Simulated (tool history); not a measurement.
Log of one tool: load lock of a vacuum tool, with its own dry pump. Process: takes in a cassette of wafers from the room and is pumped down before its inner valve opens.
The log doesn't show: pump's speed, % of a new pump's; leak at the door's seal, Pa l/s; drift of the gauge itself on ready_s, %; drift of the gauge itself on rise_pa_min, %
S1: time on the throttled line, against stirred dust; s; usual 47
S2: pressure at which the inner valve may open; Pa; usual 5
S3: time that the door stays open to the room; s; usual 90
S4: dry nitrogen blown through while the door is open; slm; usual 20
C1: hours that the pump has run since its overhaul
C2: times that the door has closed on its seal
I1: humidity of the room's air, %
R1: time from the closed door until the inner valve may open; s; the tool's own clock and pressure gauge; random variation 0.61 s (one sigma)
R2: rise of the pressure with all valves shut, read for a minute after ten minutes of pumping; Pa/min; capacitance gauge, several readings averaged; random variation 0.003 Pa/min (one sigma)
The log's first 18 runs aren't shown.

run      day  S1  S2   S3  S4     C1    C2    I1     R1     R2
 19   75.258  47   5   66  20   9499  4007  43.7  122.3  0.023
 20   78.783  37   5   83  20   9584  4121  45.4  115.3   0.02
 21   82.771  37   5   68  44   9680  4249  45.9  114.5  0.016
 22   88.108  37   5   68  44   9808  4420    43  114.2  0.009
 23   90.533  52   5  235  20   9866  4498    45    127  0.033
 24   92.896  30   9  124   8   9923  4574  41.5  103.9  0.035
 25   97.117  30   9   44   4  10024  4709  49.2  104.6   0.03
 26  101.771  30   9   76   5  10136  4859  47.4  103.5   0.04
 27  107.583  68   4   90  18  10275  5045  44.3  139.3   0.02
 28   110.85  28   5  141  11  10354  5150  42.7  108.1  0.032
 29  115.071  28   5  141  11  10455  5285  46.4  108.8  0.034
 30  118.846  28   5  141  11  10545  5407    44  108.8  0.031
 31  123.754  28   6   29  20  10663  5564  46.5  105.5  0.014
 32  126.775  29   8  124   6  10736  5661  45.2  104.7  0.036
 33  131.646  47   5  164  32  10853  5818  45.4  122.7  0.021
 34  135.662  63   4  148  22  10949  5947  41.9  135.7  0.022
 35  139.562  26  10  143  43  11043  6072  42.6  100.5  0.016
 36  144.142  26  10  143  43  11153  6219  43.8  100.2  0.018

5 ways to go on from here, each from the tool as it stands after run 36. What would each give?
  A  147.321  91   5   90   7  11229  6321  48.8   ?   ?
  B  147.321  47   5   27  20  11229  6321  43.4   ?   ?
  C  147.321  26   7  143  43  11229  6321  47.9   ?   ?
  D  147.321  26   6   27  43  11229  6321  47.3   ?   ?
  E  147.321  26  10  143  14  11229  6321  44.3   ?   ?

run     R1     R2
  A  155.6  0.035
  B  123.5  0.011
  C  104.3  0.015
  D  104.8  0.007
  E  100.4  0.036
Without the tool's hidden state the same runs would have given:
run     R1     R2
  A  155.6  0.035
  B  123.4  0.011
  C  104.3  0.014
  D  104.8  0.006
  E  100.4  0.036
